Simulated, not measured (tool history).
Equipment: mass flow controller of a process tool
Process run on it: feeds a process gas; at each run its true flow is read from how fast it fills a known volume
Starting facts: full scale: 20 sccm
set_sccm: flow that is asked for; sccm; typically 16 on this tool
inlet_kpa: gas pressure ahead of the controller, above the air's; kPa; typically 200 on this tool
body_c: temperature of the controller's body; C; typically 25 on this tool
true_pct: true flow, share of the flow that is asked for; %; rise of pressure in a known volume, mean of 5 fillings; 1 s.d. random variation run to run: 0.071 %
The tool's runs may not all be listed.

run,hour,set_sccm,inlet_kpa,body_c,true_pct
1,0,16,200,25,99.36
2,113.9,16,200,25,99.33
3,228,16,200,25,99.38
4,412.5,9,200,25,99.67
5,556.8,9,200,25,99.74
6,660.5,5,200,25,100.39
7,759.2,5,200,25,100.47
8,846.7,5,200,25,100.43
9,980.8,16,200,25,99.47
10,1094,16,200,25,99.35
11,1255.5,16,200,25,99.23
12,1414.6,3,200,25,101.99
13,1546.8,3,200,25,102.11
14,1626.1,16,200,25,99.2
15,1780.1,16,253,25,99.47
16,1916.6,16,230,25,99.46
17,2063.6,16,200,25,99.24
18,2223.1,16,200,25,99.25
19,2406.3,16,200,25,99.11
20,2588.1,16,200,25,99.21
21,2730.1,16,200,25,99.13
22,2817.3,16,200,27,99.39
23,2980.4,4,200,25,101.4
24,3162.3,4,258,25,101.71
25,3335,8,270,20,99.65
26,3429,16,169,34,99.82
27,3506.1,16,169,34,99.89
28,3586.2,16,240,25,99.33
29,3689.8,8,240,25,100.05
30,3872.8,2,146,25,105.05
31,3949.3,2,146,25,105.01
32,4068.9,3,144,37,103.73
33,4238.2,3,144,37,103.67

Forecast run 34:
34,4390.6,4,225,35,?

true_pct: 102.79 %
Without the tool's hidden state the same run would have given true_pct 100.65 %.

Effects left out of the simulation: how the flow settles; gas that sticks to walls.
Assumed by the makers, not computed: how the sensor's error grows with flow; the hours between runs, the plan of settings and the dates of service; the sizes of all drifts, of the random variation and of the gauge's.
